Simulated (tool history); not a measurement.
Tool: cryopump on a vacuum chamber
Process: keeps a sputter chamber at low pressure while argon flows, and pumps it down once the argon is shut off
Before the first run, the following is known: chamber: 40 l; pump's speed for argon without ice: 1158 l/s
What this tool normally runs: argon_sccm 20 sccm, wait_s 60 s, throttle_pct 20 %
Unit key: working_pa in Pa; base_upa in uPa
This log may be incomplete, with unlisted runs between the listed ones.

run   hour  argon_sccm  wait_s  throttle_pct  working_pa  base_upa
  1    0.0          20      60            20      0.1485      2.21
  2   12.6          20     196            20      0.1480      1.60
  3   27.5          37      60            20      0.2742      2.16
  4   45.2          37      60            20      0.2747      2.30
  5   58.5          30      60            20      0.2230      2.26
  6   70.8          30      60            20      0.2233      2.31
  7   78.0          20      60            47      0.0643      2.33
  8   94.7          20     266            18      0.1643      1.63
  9  109.7          17     221            20      0.1273      1.75
 10  126.0          17     221            20      0.1263      1.77
 11  143.3          13      22            22      0.0873      3.87
 12  160.9          13      22            22      0.0881      3.86
 13  175.3          20      34            29      0.1037      3.03

Each row is a separate what-if for the run after 13, all from the same tool condition, not one after another. Results?
  A  192.2          26      60            25           ?         ?
  B  192.2          20     124            20           ?         ?
  C  192.2          34      34            29           ?         ?
  D  192.2          11     202            58           ?         ?

run  working_pa  base_upa
  A      0.1562      2.44
  B      0.1485      1.97
  C      0.1760      3.09
  D      0.0295      1.89
With no hidden state in the tool, these same runs would have given:
run  working_pa  base_upa
  A      0.1520      1.12
  B      0.1453      0.65
  C      0.1706      1.73
  D      0.0277      0.53

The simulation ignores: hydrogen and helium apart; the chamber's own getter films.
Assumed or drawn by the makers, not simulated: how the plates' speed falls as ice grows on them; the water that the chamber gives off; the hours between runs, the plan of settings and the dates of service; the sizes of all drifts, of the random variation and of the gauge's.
